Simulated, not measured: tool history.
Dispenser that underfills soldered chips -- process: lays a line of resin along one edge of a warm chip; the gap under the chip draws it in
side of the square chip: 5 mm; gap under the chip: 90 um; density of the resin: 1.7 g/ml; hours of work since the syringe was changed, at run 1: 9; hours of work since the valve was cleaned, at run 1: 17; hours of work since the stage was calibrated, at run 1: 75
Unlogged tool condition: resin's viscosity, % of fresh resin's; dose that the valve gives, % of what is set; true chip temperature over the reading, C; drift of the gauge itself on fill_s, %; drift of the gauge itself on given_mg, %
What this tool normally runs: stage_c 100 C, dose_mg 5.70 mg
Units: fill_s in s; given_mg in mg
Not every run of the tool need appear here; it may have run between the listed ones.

| run | hour | stage_c | dose_mg | hours of work since the syringe was changed | hours of work since the valve was cleaned | hours of work since the stage was calibrated | fill_s | given_mg |
|---|---|---|---|---|---|---|---|---|
| 1 | 0.0 | 100 | 5.70 | 9 | 17 | 75 | 18.6 | 5.63 |
|  | 3.6 | new syringe of resin |
| 2 | 3.6 | 100 | 5.70 | 0 | 19 | 78 | 13.5 | 5.61 |
| 3 | 8.4 | 100 | 5.70 | 3 | 22 | 81 | 15.4 | 5.60 |
| 4 | 13.5 | 100 | 5.70 | 7 | 26 | 84 | 17.6 | 5.56 |
| 5 | 18.8 | 100 | 5.70 | 10 | 29 | 88 | 19.7 | 5.55 |
|  | 20.9 | new syringe of resin |
| 6 | 22.5 | 100 | 5.70 | 1 | 31 | 90 | 14.0 | 5.56 |
| 7 | 28.1 | 100 | 5.70 | 5 | 35 | 94 | 16.6 | 5.51 |
| 8 | 31.9 | 100 | 5.70 | 7 | 38 | 96 | 17.7 | 5.59 |
|  | 37.9 | new syringe of resin |
| 9 | 38.5 | 100 | 5.70 | 0 | 42 | 101 | 13.5 | 5.53 |
| 10 | 42.6 | 100 | 5.70 | 3 | 45 | 103 | 15.5 | 5.48 |
| 11 | 47.5 | 100 | 5.70 | 6 | 48 | 107 | 16.9 | 5.43 |
| 12 | 50.9 | 100 | 6.19 | 9 | 50 | 109 | 18.1 | 5.92 |
|  | 54.8 | new syringe of resin |
| 13 | 56.9 | 100 | 6.19 | 1 | 54 | 113 | 14.3 | 5.94 |
| 14 | 62.5 | 100 | 6.19 | 5 | 58 | 116 | 17.1 | 5.86 |
| 15 | 69.6 | 100 | 6.32 | 10 | 63 | 121 | 19.3 | 6.00 |
|  | 71.7 | new syringe of resin |
| 16 | 76.5 | 100 | 6.32 | 3 | 67 | 125 | 15.4 | 6.01 |
| 17 | 82.0 | 100 | 6.32 | 7 | 71 | 129 | 17.8 | 5.94 |
| 18 | 85.8 | 100 | 5.70 | 9 | 73 | 132 | 19.7 | 5.36 |
|  | 88.4 | new syringe of resin |
| 19 | 91.7 | 113 | 7.32 | 2 | 77 | 135 | 8.0 | 6.85 |

The next listed run, before its measurement:
| 20 | 98.5 | 113 | 7.32 | 7 | 81 | 140 | ? | ? |

fill_s: 9.8 s
given_mg: 6.86 mg
If the tool had no hidden condition, the same run with the same run-to-run variation would have returned fill_s 7.4 s, given_mg 7.35 mg.

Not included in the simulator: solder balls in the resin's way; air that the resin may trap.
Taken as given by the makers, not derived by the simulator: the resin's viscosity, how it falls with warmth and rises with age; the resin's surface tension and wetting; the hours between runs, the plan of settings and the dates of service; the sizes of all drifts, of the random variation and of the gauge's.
